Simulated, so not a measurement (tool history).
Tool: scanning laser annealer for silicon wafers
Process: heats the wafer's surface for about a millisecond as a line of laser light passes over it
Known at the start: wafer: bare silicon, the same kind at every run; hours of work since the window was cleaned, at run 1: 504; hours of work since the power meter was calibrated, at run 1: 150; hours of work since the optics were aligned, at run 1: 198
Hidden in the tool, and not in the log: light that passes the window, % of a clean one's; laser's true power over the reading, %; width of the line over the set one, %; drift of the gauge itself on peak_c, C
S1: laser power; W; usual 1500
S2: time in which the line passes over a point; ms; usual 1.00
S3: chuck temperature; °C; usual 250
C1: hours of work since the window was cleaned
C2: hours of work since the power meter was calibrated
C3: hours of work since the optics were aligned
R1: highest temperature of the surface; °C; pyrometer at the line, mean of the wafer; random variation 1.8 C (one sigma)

run 1 hour=0.0 | S1=1500 S2=1.00 S3=250 | C1=504 C2=150 C3=198 | R1=1041
run 2 hour=10.1 | S1=1500 S2=1.00 S3=250 | C1=508 C2=154 C3=202 | R1=1041
run 3 hour=23.2 | S1=1500 S2=1.00 S3=250 | C1=514 C2=160 C3=208 | R1=1040
run 4 hour=32.3 | S1=1500 S2=0.90 S3=250 | C1=518 C2=164 C3=212 | R1=1006
run 5 hour=45.7 | S1=1500 S2=0.90 S3=250 | C1=523 C2=169 C3=217 | R1=1004
run 6 hour=51.3 | S1=1500 S2=0.90 S3=250 | C1=526 C2=172 C3=220 | R1=1006
run 7 hour=63.3 | S1=1500 S2=0.90 S3=250 | C1=531 C2=177 C3=225 | R1=1003
run 8 hour=73.3 | S1=1500 S2=0.75 S3=250 | C1=535 C2=181 C3=229 | R1=946
run 9 hour=79.5 | S1=1500 S2=1.00 S3=250 | C1=538 C2=184 C3=232 | R1=1041
run 10 hour=93.1 | S1=1500 S2=1.00 S3=250 | C1=543 C2=189 C3=237 | R1=1037
run 11 hour=106.9 | S1=1500 S2=1.00 S3=259 | C1=549 C2=195 C3=243 | R1=1046
run 12 hour=113.2 | S1=1500 S2=1.00 S3=250 | C1=552 C2=198 C3=246 | R1=1038
run 13 hour=120.2 | S1=1500 S2=1.00 S3=250 | C1=555 C2=201 C3=249 | R1=1039
run 14 hour=126.0 | S1=1474 S2=1.00 S3=250 | C1=557 C2=203 C3=251 | R1=1023
run 15 hour=132.6 | S1=1474 S2=1.00 S3=250 | C1=560 C2=206 C3=254 | R1=1022
run 16 hour=144.9 | S1=1500 S2=1.00 S3=289 | C1=565 C2=211 C3=259 | R1=1074
run 17 hour=151.9 | S1=1500 S2=1.00 S3=289 | C1=568 C2=214 C3=262 | R1=1075
run 18 hour=161.1 | S1=1500 S2=1.00 S3=250 | C1=572 C2=218 C3=266 | R1=1040
run 19 hour=171.9 | S1=1500 S2=1.00 S3=250 | C1=577 C2=223 C3=271 | R1=1039
-- hour=178.1 optics aligned, line set to its width
run 20 hour=188.5 | S1=1500 S2=1.00 S3=250 | C1=582 C2=228 C3=4 | R1=1033
run 21 hour=199.2 | S1=1500 S2=1.00 S3=250 | C1=586 C2=232 C3=9 | R1=1034
run 22 hour=208.1 | S1=1489 S2=0.99 S3=251 | C1=590 C2=236 C3=13 | R1=1024
run 23 hour=215.9 | S1=1437 S2=1.03 S3=253 | C1=593 C2=239 C3=16 | R1=1011
run 24 hour=223.8 | S1=1484 S2=0.75 S3=289 | C1=597 C2=243 C3=19 | R1=970
run 25 hour=230.8 | S1=1384 S2=1.08 S3=288 | C1=600 C2=246 C3=22 | R1=1028
run 26 hour=244.5 | S1=1500 S2=0.86 S3=250 | C1=605 C2=251 C3=28 | R1=982
-- hour=252.2 optics aligned, line set to its width, once more
run 27 hour=258.9 | S1=1291 S2=0.92 S3=245 | C1=609 C2=255 C3=3 | R1=890
run 28 hour=264.9 | S1=1569 S2=0.85 S3=278 | C1=612 C2=258 C3=5 | R1=1048
run 29 hour=278.0 | S1=1569 S2=0.85 S3=278 | C1=617 C2=263 C3=11 | R1=1043
run 30 hour=283.9 | S1=1609 S2=0.85 S3=234 | C1=620 C2=266 C3=13 | R1=1026
run 31 hour=293.5 | S1=1335 S2=0.96 S3=250 | C1=624 C2=270 C3=17 | R1=934
run 32 hour=303.3 | S1=1467 S2=1.14 S3=261 | C1=628 C2=274 C3=22 | R1=1077
run 33 hour=314.5 | S1=1413 S2=1.03 S3=234 | C1=633 C2=279 C3=26 | R1=983
run 34 hour=322.0 | S1=1413 S2=1.03 S3=234 | C1=636 C2=282 C3=30 | R1=983
run 35 hour=334.8 | S1=1413 S2=0.79 S3=277 | C1=641 C2=287 C3=35 | R1=940
run 36 hour=346.5 | S1=1290 S2=0.72 S3=254 | C1=646 C2=292 C3=40 | R1=828
run 37 hour=352.7 | S1=1290 S2=0.72 S3=254 | C1=649 C2=295 C3=43 | R1=829
run 38 hour=363.5 | S1=1290 S2=0.72 S3=254 | C1=654 C2=300 C3=47 | R1=827
run 39 hour=376.4 | S1=1635 S2=1.20 S3=230 | C1=659 C2=305 C3=53 | R1=1171
run 40 hour=383.7 | S1=1530 S2=1.04 S3=230 | C1=662 C2=308 C3=56 | R1=1049

Forecast each of these 4 alternatives for the next run:
run A hour=393.2 | S1=1564 S2=1.04 S3=278 | C1=666 C2=312 C3=60 | R1=?
run B hour=393.2 | S1=1530 S2=1.04 S3=282 | C1=666 C2=312 C3=60 | R1=?
run C hour=393.2 | S1=1349 S2=0.73 S3=261 | C1=666 C2=312 C3=60 | R1=?
run D hour=393.2 | S1=1530 S2=1.15 S3=262 | C1=666 C2=312 C3=60 | R1=?

run=A R1=1114
run=B R1=1100
run=C R1=868
run=D R1=1118
Without the tool's hidden state the same runs would have given:
run=A R1=1152
run=B R1=1137
run=C R1=896
run=D R1=1157

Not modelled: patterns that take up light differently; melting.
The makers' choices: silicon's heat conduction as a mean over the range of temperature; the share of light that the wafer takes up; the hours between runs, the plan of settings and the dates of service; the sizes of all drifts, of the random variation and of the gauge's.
